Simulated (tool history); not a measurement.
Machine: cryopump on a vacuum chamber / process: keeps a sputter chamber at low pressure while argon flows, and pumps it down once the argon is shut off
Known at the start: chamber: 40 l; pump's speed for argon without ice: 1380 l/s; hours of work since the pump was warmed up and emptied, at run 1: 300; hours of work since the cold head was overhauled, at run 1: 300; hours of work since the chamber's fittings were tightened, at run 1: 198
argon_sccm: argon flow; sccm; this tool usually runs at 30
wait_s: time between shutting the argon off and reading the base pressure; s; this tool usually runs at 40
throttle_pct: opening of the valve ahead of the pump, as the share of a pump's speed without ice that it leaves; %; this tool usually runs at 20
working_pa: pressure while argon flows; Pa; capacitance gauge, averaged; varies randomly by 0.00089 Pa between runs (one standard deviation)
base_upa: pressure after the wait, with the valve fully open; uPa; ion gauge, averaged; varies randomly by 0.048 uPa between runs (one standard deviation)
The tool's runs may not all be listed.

run,hour,argon_sccm,wait_s,throttle_pct,hours of work since the pump was warmed up and emptied,hours of work since the cold head was overhauled,hours of work since the chamber's fittings were tightened,working_pa,base_upa
1,0,30,40,20,300,300,198,0.1873,3.39
2,65.2,30,32,20,349,349,247,0.1876,4.16
3,108.7,50,40,20,381,381,280,0.315,3.51
4,148.7,30,40,20,411,411,310,0.1885,3.61
5,209.3,30,40,20,457,457,356,0.1904,3.55
6,251.3,30,40,20,488,488,387,0.188,3.69
7,285.4,17,40,20,514,514,413,0.1087,3.69
8,365.5,17,94,20,574,574,473,0.1075,2.26
9,425.8,17,94,20,619,619,518,0.1095,2.41
10,465.1,30,40,34,649,649,548,0.1165,4
11,508.9,30,40,34,682,682,581,0.117,4.04
12,561.1,30,40,34,721,721,620,0.1177,4.21
13,637.6,21,40,20,778,778,677,0.1351,4.3
14,699.9,21,40,20,825,825,724,0.1358,4.51
15,756.8,30,40,20,868,868,767,0.1944,4.51
16,831.1,30,40,20,924,924,822,0.1949,4.59
17,895.9,56,40,20,972,972,871,0.3662,4.86
18,972.9,50,45,23,1030,1030,929,0.2899,4.55
# hour 1034.4: pump warmed up, emptied and cooled again
19,1061.6,21,40,20,20,1093,992,0.1291,4.32
20,1121.1,21,40,20,65,1138,1036,0.1291,4.49
21,1166.1,30,170,35,99,1171,1070,0.107,2.44
22,1234.2,13,129,20,150,1223,1121,0.0802,2.76
23,1299.6,13,129,20,199,1272,1170,0.0823,2.81
24,1341.6,30,28,28,231,1303,1202,0.1346,5.91
25,1388.2,30,28,50,266,1338,1237,0.077,6
26,1452.3,24,28,50,314,1386,1285,0.0613,5.95
27,1510,36,147,20,357,1430,1328,0.2252,3.07
28,1575.7,17,173,30,406,1479,1378,0.0727,3.11
29,1621.6,17,173,30,441,1513,1412,0.0719,3.2
30,1672.5,15,210,20,479,1552,1450,0.0954,3.22
31,1718.7,32,95,20,514,1586,1485,0.2013,3.96
32,1788.4,32,95,20,566,1639,1537,0.2041,4.12
33,1853.2,32,95,20,615,1687,1586,0.2048,4.13
34,1924.2,30,40,30,668,1741,1639,0.1305,5.87

How would selected steps in working_pa from run to run divide? Give the signed amount a tool lacking its hidden state would still show from settings, what came in and random variation, and the signed amount left for the hidden state, including any gauge scatter that is not in both of the compared results.
The tool's hidden condition here consists of: pump's speed, % of a pump's without ice; cold plate's temperature, K; leak into the chamber, uPa l/s; drift of the gauge itself on working_pa, %; drift of the gauge itself on base_upa, %.
Run 16 -> 17: argon_sccm 30 -> 56. working_pa +0.1713 Pa: hidden state +0.012, all else +0.1593.
Run 18 -> 19: argon_sccm 50 -> 21, wait_s 45 -> 40, throttle_pct 23 -> 20, pump warmed up, emptied and cooled again. working_pa -0.1608 Pa: hidden state -0.0223, all else -0.1385.
Run 26 -> 27: argon_sccm 24 -> 36, wait_s 28 -> 147, throttle_pct 50 -> 20. working_pa +0.1639 Pa: hidden state +0.0022, all else +0.1617.
Run 30 -> 31: argon_sccm 15 -> 32, wait_s 210 -> 95. working_pa +0.1059 Pa: hidden state +0.004, all else +0.1019.

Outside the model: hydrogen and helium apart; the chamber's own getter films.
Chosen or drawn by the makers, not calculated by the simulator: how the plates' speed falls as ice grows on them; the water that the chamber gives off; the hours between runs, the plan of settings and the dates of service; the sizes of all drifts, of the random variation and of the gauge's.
